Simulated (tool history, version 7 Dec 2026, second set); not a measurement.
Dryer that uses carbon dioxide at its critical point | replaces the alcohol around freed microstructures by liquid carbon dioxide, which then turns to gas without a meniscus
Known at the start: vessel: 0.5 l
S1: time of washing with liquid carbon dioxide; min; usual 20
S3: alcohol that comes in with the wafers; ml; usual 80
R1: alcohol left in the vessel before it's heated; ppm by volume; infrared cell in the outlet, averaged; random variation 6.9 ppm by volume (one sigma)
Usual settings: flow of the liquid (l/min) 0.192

run 1 day=0.000 | S1=20 flow_of_the_liquid_(l/min)=0.192 S3=80 | R1=536
run 2 day=2.550 | S1=20 flow_of_the_liquid_(l/min)=0.192 S3=80 | R1=571
run 3 day=3.971 | S1=20 flow_of_the_liquid_(l/min)=0.192 S3=80 | R1=608
run 4 day=6.429 | S1=20 flow_of_the_liquid_(l/min)=0.192 S3=80 | R1=656
run 5 day=9.233 | S1=20 flow_of_the_liquid_(l/min)=0.192 S3=80 | R1=754
-- day=10.400 inlet filter changed
run 6 day=11.729 | S1=20 flow_of_the_liquid_(l/min)=0.192 S3=80 | R1=455
run 7 day=13.179 | S1=20 flow_of_the_liquid_(l/min)=0.192 S3=80 | R1=470
run 8 day=15.583 | S1=20 flow_of_the_liquid_(l/min)=0.192 S3=80 | R1=533
run 9 day=16.904 | S1=20 flow_of_the_liquid_(l/min)=0.192 S3=80 | R1=556
run 10 day=18.429 | S1=20 flow_of_the_liquid_(l/min)=0.192 S3=80 | R1=597
run 11 day=20.904 | S1=20 flow_of_the_liquid_(l/min)=0.192 S3=80 | R1=653
run 12 day=22.138 | S1=20 flow_of_the_liquid_(l/min)=0.192 S3=80 | R1=681
run 13 day=23.517 | S1=21 flow_of_the_liquid_(l/min)=0.127 S3=80 | R1=3784
run 14 day=25.304 | S1=21 flow_of_the_liquid_(l/min)=0.325 S3=37 | R1=143
-- day=25.862 inlet filter changed
run 15 day=27.338 | S1=21 flow_of_the_liquid_(l/min)=0.127 S3=32 | R1=1164
run 16 day=29.321 | S1=20 flow_of_the_liquid_(l/min)=0.150 S3=80 | R1=1738
run 17 day=31.046 | S1=20 flow_of_the_liquid_(l/min)=0.150 S3=80 | R1=1812
run 18 day=33.262 | S1=18 flow_of_the_liquid_(l/min)=0.292 S3=24 | R1=172
run 19 day=35.671 | S1=18 flow_of_the_liquid_(l/min)=0.292 S3=24 | R1=176
run 20 day=37.604 | S1=18 flow_of_the_liquid_(l/min)=0.292 S3=24 | R1=181
run 21 day=40.083 | S1=22 flow_of_the_liquid_(l/min)=0.121 S3=54 | R1=2821
run 22 day=41.221 | S1=13 flow_of_the_liquid_(l/min)=0.242 S3=80 | R1=1897
-- day=41.454 inlet filter changed
run 23 day=43.517 | S1=23 flow_of_the_liquid_(l/min)=0.174 S3=65 | R1=408
-- day=44.821 purifier's bed changed
run 24 day=45.608 | S1=23 flow_of_the_liquid_(l/min)=0.174 S3=65 | R1=257

Forecast each of these 5 alternatives for the next run:
run A day=47.162 | S1=19 flow_of_the_liquid_(l/min)=0.269 S3=21 | R1=?
run B day=47.162 | S1=14 flow_of_the_liquid_(l/min)=0.250 S3=80 | R1=?
run C day=47.162 | S1=16 flow_of_the_liquid_(l/min)=0.203 S3=101 | R1=?
run D day=47.162 | S1=21 flow_of_the_liquid_(l/min)=0.128 S3=62 | R1=?
run E day=47.162 | S1=23 flow_of_the_liquid_(l/min)=0.156 S3=65 | R1=?

run=A R1=25
run=B R1=677
run=C R1=1307
run=D R1=2146
run=E R1=580
Without the tool's hidden state the same runs would have given:
run=A R1=14
run=B R1=511
run=C R1=1015
run=D R1=1750
run=E R1=441

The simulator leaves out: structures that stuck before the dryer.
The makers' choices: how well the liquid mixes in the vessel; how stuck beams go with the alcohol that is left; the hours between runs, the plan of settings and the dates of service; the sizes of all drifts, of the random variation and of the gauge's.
